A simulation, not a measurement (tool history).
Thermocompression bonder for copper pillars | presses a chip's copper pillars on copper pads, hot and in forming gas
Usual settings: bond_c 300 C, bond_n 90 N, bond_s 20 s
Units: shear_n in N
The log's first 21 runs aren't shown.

run	hour	bond_c	bond_n	bond_s	shear_n
22	171.8	300	90	17	54.2
23	181.5	326	90	12	62.4
24	189.2	326	90	12	62.2
25	195.0	326	90	12	61.5
26	206.8	287	79	17	42.2
27	213.8	300	90	14	50.1
28	224.3	300	69	20	47.9
29	229.4	300	69	20	47.2
30	237.2	308	117	20	72.5
31	242.2	286	90	33	58.6
32	249.4	300	90	12	47.4
33	258.6	300	90	38	70.4
34	266.3	300	90	38	70.0
35	277.4	294	90	40	67.4
36	286.3	291	95	15	48.1
37	293.7	306	126	15	68.1
38	299.2	288	74	18	41.5
39	308.1	288	74	18	41.3

Forecast each of these 3 alternatives for the next run:
A	319.2	288	68	18	?
B	319.2	288	65	18	?
C	319.2	322	74	28	?

run	shear_n
A	38.0
B	37.2
C	69.2
Without the tool's hidden state the same runs would have given:
run	shear_n
A	39.2
B	38.3
C	70.8
